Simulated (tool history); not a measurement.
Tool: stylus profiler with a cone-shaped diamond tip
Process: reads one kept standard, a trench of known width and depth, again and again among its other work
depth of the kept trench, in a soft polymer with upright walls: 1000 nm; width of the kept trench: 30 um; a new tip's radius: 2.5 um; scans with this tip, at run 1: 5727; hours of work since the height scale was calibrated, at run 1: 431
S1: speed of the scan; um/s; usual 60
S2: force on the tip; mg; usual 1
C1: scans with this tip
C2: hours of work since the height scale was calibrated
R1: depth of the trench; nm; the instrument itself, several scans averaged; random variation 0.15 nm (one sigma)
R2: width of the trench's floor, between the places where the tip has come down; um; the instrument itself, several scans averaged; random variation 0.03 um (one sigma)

{"run": 1, "hour": 0.0, "S1": 60, "S2": 1, "C1": 5727, "C2": 431, "R1": 1004.13, "R2": 25.36}
{"run": 2, "hour": 46.6, "S1": 60, "S2": 1, "C1": 6056, "C2": 455, "R1": 1004.42, "R2": 25.37}
{"run": 3, "hour": 90.3, "S1": 60, "S2": 0.4, "C1": 6365, "C2": 479, "R1": 1002.14, "R2": 24.98}
{"run": 4, "hour": 112.7, "S1": 60, "S2": 0.4, "C1": 6522, "C2": 490, "R1": 1002.29, "R2": 24.98}
{"run": 5, "hour": 132.4, "S1": 60, "S2": 1, "C1": 6662, "C2": 501, "R1": 1004.22, "R2": 25.34}
{"run": 6, "hour": 172.0, "S1": 60, "S2": 1, "C1": 6941, "C2": 522, "R1": 1004.32, "R2": 25.39}
{"run": 7, "hour": 200.4, "S1": 60, "S2": 0.71, "C1": 7142, "C2": 537, "R1": 1003.19, "R2": 25.26}
{"run": 8, "hour": 223.1, "S1": 60, "S2": 1, "C1": 7302, "C2": 549, "R1": 1004.14, "R2": 25.35}
{"run": 9, "hour": 254.4, "S1": 60, "S2": 1, "C1": 7523, "C2": 566, "R1": 1004.11, "R2": 25.35}
{"run": 10, "hour": 280.2, "S1": 60, "S2": 1, "C1": 7705, "C2": 579, "R1": 1004.15, "R2": 25.29}
{"run": 11, "hour": 316.4, "S1": 60, "S2": 1, "C1": 7961, "C2": 599, "R1": 1004.3, "R2": 25.39}
{"run": 12, "hour": 347.8, "S1": 60, "S2": 1, "C1": 8183, "C2": 615, "R1": 1004.43, "R2": 25.32}
{"run": 13, "hour": 383.7, "S1": 60, "S2": 1, "C1": 8437, "C2": 634, "R1": 1004.51, "R2": 25.36}
{"run": 14, "hour": 418.8, "S1": 60, "S2": 1, "C1": 8684, "C2": 653, "R1": 1004.47, "R2": 25.34}
{"run": 15, "hour": 444.4, "S1": 60, "S2": 1, "C1": 8865, "C2": 667, "R1": 1004.19, "R2": 25.4}
{"run": 16, "hour": 465.6, "S1": 60, "S2": 1, "C1": 9014, "C2": 678, "R1": 1004.24, "R2": 25.32}
{"run": 17, "hour": 506.5, "S1": 60, "S2": 1, "C1": 9303, "C2": 699, "R1": 1004.67, "R2": 25.39}
{"run": 18, "hour": 534.1, "S1": 60, "S2": 1.55, "C1": 9498, "C2": 714, "R1": 1005.84, "R2": 25.49}
{"run": 19, "hour": 572.7, "S1": 60, "S2": 1.55, "C1": 9771, "C2": 735, "R1": 1005.65, "R2": 25.47}
{"run": 20, "hour": 598.0, "S1": 18, "S2": 1.02, "C1": 9950, "C2": 748, "R1": 1004.27, "R2": 25.8}
{"run": 21, "hour": 623.1, "S1": 18, "S2": 1.02, "C1": 10127, "C2": 761, "R1": 1004.33, "R2": 25.79}
{"run": 22, "hour": 661.7, "S1": 18, "S2": 1.02, "C1": 10399, "C2": 782, "R1": 1004.16, "R2": 25.72}
{"run": 23, "hour": 701.7, "S1": 18, "S2": 1.02, "C1": 10682, "C2": 803, "R1": 1004.25, "R2": 25.73}
{"hour": 733.7, "done": "new tip fitted, height scale calibrated"}
{"run": 24, "hour": 748.7, "S1": 98, "S2": 0.4, "C1": 105, "C2": 8, "R1": 1002.37, "R2": 24.42}
{"run": 25, "hour": 778.0, "S1": 98, "S2": 0.4, "C1": 312, "C2": 23, "R1": 1002.44, "R2": 24.47}
{"run": 26, "hour": 806.7, "S1": 37, "S2": 1.73, "C1": 515, "C2": 39, "R1": 1006.27, "R2": 25.69}
{"run": 27, "hour": 845.8, "S1": 37, "S2": 1.73, "C1": 791, "C2": 59, "R1": 1006.25, "R2": 25.72}
{"run": 28, "hour": 878.3, "S1": 24, "S2": 1.78, "C1": 1020, "C2": 77, "R1": 1006.07, "R2": 25.82}
{"run": 29, "hour": 906.3, "S1": 147, "S2": 1.68, "C1": 1219, "C2": 92, "R1": 1006.06, "R2": 24.86}
{"run": 30, "hour": 944.0, "S1": 147, "S2": 2.39, "C1": 1485, "C2": 112, "R1": 1007.8, "R2": 25.02}
{"run": 31, "hour": 976.0, "S1": 42, "S2": 0.49, "C1": 1711, "C2": 129, "R1": 1002.8, "R2": 25.4}
{"run": 32, "hour": 1017.7, "S1": 42, "S2": 0.49, "C1": 2005, "C2": 151, "R1": 1002.71, "R2": 25.35}
{"run": 33, "hour": 1037.1, "S1": 166, "S2": 2.57, "C1": 2142, "C2": 161, "R1": 1008.24, "R2": 24.95}
{"run": 34, "hour": 1068.2, "S1": 166, "S2": 2.57, "C1": 2362, "C2": 178, "R1": 1007.99, "R2": 25.02}
{"run": 35, "hour": 1100.4, "S1": 166, "S2": 2.57, "C1": 2589, "C2": 195, "R1": 1007.9, "R2": 24.93}
{"run": 36, "hour": 1138.4, "S1": 46, "S2": 2.54, "C1": 2857, "C2": 215, "R1": 1008.14, "R2": 25.68}

Forecast each of these 5 alternatives for the next run:
{"run": "A", "hour": 1162.7, "S1": 91, "S2": 2.84, "C1": 3029, "C2": 228, "R1": "?", "R2": "?"}
{"run": "B", "hour": 1162.7, "S1": 30, "S2": 1.84, "C1": 3029, "C2": 228, "R1": "?", "R2": "?"}
{"run": "C", "hour": 1162.7, "S1": 205, "S2": 2.54, "C1": 3029, "C2": 228, "R1": "?", "R2": "?"}
{"run": "D", "hour": 1162.7, "S1": 60, "S2": 2.16, "C1": 3029, "C2": 228, "R1": "?", "R2": "?"}
{"run": "E", "hour": 1162.7, "S1": 54, "S2": 1.48, "C1": 3029, "C2": 228, "R1": "?", "R2": "?"}

run=A R1=1008.75 R2=25.39
run=B R1=1006.49 R2=25.74
run=C R1=1008.13 R2=24.69
run=D R1=1007.37 R2=25.61
run=E R1=1005.36 R2=25.54
Without the tool's hidden state the same runs would have given:
run=A R1=1008.76 R2=25.4
run=B R1=1006.5 R2=25.76
run=C R1=1008.14 R2=24.7
run=D R1=1007.38 R2=25.62
run=E R1=1005.37 R2=25.55
